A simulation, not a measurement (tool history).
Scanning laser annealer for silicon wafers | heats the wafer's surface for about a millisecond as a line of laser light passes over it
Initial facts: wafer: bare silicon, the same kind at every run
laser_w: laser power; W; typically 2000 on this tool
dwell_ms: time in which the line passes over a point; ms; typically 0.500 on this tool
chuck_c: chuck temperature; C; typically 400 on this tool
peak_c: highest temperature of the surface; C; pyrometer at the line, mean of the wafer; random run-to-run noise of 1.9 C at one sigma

run,day,laser_w,dwell_ms,chuck_c,peak_c
1,0.000,2000,0.500,400,1211
2,0.662,2000,0.500,400,1210
3,1.108,2000,0.500,400,1212
4,1.733,2000,0.500,400,1213
5,2.075,2000,0.500,400,1210
6,2.517,2000,0.500,400,1212
7,3.092,2000,0.500,400,1210
8,3.492,2114,0.491,396,1250
9,4.229,2114,0.491,396,1247
10,4.588,2114,0.491,396,1243
11,5.254,2003,0.368,396,1110
12,5.696,2000,0.516,379,1200

3 ways to go on from here, each from the tool as it stands after run 12. What would each give?
A,6.088,2176,0.500,391,?
B,6.088,1891,0.500,401,?
C,6.088,2000,0.500,425,?

run,peak_c
A,1271
B,1171
C,1235
With no hidden state in the tool, these same runs would have given:
run,peak_c
A,1272
B,1171
C,1236
